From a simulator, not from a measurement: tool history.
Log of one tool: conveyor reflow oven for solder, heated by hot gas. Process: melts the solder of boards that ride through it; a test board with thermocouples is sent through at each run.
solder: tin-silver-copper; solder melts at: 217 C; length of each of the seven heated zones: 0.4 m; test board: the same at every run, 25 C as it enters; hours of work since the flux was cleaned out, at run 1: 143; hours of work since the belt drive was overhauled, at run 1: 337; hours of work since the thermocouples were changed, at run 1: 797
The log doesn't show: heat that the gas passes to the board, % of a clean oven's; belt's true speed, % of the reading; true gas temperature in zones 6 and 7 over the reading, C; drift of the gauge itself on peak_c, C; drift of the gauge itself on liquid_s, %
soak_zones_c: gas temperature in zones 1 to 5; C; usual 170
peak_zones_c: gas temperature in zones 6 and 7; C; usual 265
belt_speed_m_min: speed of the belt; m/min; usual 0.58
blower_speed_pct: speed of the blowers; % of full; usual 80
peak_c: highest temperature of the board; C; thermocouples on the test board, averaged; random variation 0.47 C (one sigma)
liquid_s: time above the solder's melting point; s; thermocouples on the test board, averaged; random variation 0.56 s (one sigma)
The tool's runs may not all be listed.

run,hour,soak_zones_c,peak_zones_c,belt_speed_m_min,blower_speed_pct,hours of work since the flux was cleaned out,hours of work since the belt drive was overhauled,hours of work since the thermocouples were changed,peak_c,liquid_s
1,0,170,265,0.58,80,143,337,797,254.8,64
2,25,170,265,0.58,80,157,350,810,255.2,64.9
3,44.5,170,265,0.58,76,168,361,821,255.6,64.5
4,56.4,170,265,0.58,76,174,367,827,255.4,63.3
5,79.9,170,265,0.58,76,187,380,840,254.7,64
6,92.5,180,265,0.58,76,194,387,847,256.3,68.4
7,103.8,180,265,0.58,76,200,393,853,255.7,68.7
8,127,180,265,0.58,76,213,406,866,255.4,67.9
9,143.9,170,265,0.58,80,222,415,875,256,64.9
10,167.4,170,265,0.58,80,235,428,888,254.8,64
11,179.1,170,265,0.58,80,241,434,895,255.1,64.3
12,189.2,170,265,0.58,80,247,440,900,254.7,64.4
13,200.1,170,265,0.58,80,253,446,906,255.1,64.1
14,213.7,170,265,0.58,80,260,453,913,255.7,64
15,230.6,170,265,0.58,80,269,463,923,255.3,65.5
16,252.5,160,260,0.535,62,281,475,935,248.3,60.1
17,274.7,170,265,0.617,80,293,487,947,253.1,58.9
18,295.2,170,265,0.617,80,305,498,958,253.9,58.8
19,306,170,265,0.482,80,310,504,964,259.8,82.8
# hour 311.8: belt drive overhauled, speed set with a stopwatch
20,325.4,180,273,0.518,80,319,7,972,266,84.9
21,341.9,174,273,0.518,80,328,16,981,265.7,81.8
# hour 371.2: belt drive overhauled, speed set with a stopwatch, once more
22,371.2,174,273,0.518,80,342,0,995,266.4,79.9
23,392,170,258,0.556,54,353,11,1007,244.5,55.9
24,411.3,170,258,0.556,54,364,22,1017,245.5,55.4
25,424.1,170,258,0.7,54,371,29,1024,236.1,34
26,437.7,170,257,0.646,80,378,36,1031,243.9,47
27,455.8,170,257,0.646,80,388,46,1041,244.2,48.3
28,466,170,274,0.646,85,394,52,1047,258.8,59.1
# hour 473.8: thermocouples of zones 6 and 7 changed
29,492.8,170,274,0.646,85,407,65,10,256.8,57.9

Forecast each of these 5 alternatives for the next run:
A,508.4,170,276,0.646,85,416,74,19,?,?
B,508.4,160,274,0.548,90,416,74,19,?,?
C,508.4,170,265,0.698,80,416,74,19,?,?
D,508.4,170,266,0.58,60,416,74,19,?,?
E,508.4,170,274,0.62,54,416,74,19,?,?

run,peak_c,liquid_s
A,259.2,56.6
B,260.8,68.6
C,245.5,44
D,248.4,56.7
E,251,55.2
Without the tool's hidden state the same runs would have given:
run,peak_c,liquid_s
A,261.3,58.1
B,262.7,70.2
C,247.7,46.3
D,250,58.6
E,252.7,56.9

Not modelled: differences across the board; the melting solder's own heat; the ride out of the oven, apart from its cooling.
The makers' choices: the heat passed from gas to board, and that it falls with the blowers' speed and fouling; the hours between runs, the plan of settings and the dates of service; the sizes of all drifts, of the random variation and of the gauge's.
